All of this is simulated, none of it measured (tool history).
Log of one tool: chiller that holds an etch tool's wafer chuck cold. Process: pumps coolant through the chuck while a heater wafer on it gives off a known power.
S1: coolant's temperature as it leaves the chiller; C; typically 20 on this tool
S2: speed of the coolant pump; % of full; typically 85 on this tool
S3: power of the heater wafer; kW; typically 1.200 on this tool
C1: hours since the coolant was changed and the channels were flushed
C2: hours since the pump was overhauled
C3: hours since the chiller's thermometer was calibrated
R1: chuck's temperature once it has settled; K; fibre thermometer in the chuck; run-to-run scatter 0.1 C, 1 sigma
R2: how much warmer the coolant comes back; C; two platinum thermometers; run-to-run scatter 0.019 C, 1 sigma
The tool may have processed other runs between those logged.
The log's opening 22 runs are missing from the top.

run 23 hour=780.7 | S1=20 S2=70 S3=1.597 | C1=729 C2=1646 C3=3773 | R1=311.75 R2=6.19
run 24 hour=813.4 | S1=11 S2=84 S3=1.697 | C1=762 C2=1679 C3=3805 | R1=301.65 R2=5.53
run 25 hour=852.4 | S1=11 S2=84 S3=1.697 | C1=801 C2=1718 C3=3844 | R1=301.95 R2=5.52
run 26 hour=889.3 | S1=11 S2=84 S3=1.697 | C1=838 C2=1755 C3=3881 | R1=301.95 R2=5.55
run 27 hour=914.0 | S1=11 S2=84 S3=1.697 | C1=863 C2=1780 C3=3906 | R1=302.05 R2=5.54
-- hour=936.8 chiller's thermometer calibrated
run 28 hour=950.9 | S1=11 S2=84 S3=1.623 | C1=899 C2=1815 C3=14 | R1=300.95 R2=5.29
run 29 hour=986.1 | S1=11 S2=84 S3=1.623 | C1=934 C2=1851 C3=49 | R1=300.85 R2=5.27
run 30 hour=1019.8 | S1=11 S2=84 S3=1.623 | C1=967 C2=1884 C3=83 | R1=300.75 R2=5.27
run 31 hour=1054.2 | S1=24 S2=95 S3=1.200 | C1=1002 C2=1919 C3=117 | R1=308.65 R2=3.48

Consider 4 possible next runs. They are alternatives, not a sequence: every one starts from the tool as it was left by run 31. What does each give?
run A hour=1075.0 | S1=20 S2=86 S3=1.200 | C1=1023 C2=1940 C3=138 | R1=? R2=?
run B hour=1075.0 | S1=20 S2=85 S3=1.196 | C1=1023 C2=1940 C3=138 | R1=? R2=?
run C hour=1075.0 | S1=20 S2=79 S3=1.724 | C1=1023 C2=1940 C3=138 | R1=? R2=?
run D hour=1075.0 | S1=28 S2=97 S3=1.200 | C1=1023 C2=1940 C3=138 | R1=? R2=?

run=A R1=305.35 R2=3.82
run=B R1=305.25 R2=3.86
run=C R1=311.35 R2=5.98
run=D R1=312.55 R2=3.36
With the hidden condition removed and each run's random variation left untouched, the same runs would have given:
run=A R1=305.05 R2=3.77
run=B R1=304.95 R2=3.82
run=C R1=310.95 R2=5.90
run=D R1=312.25 R2=3.32
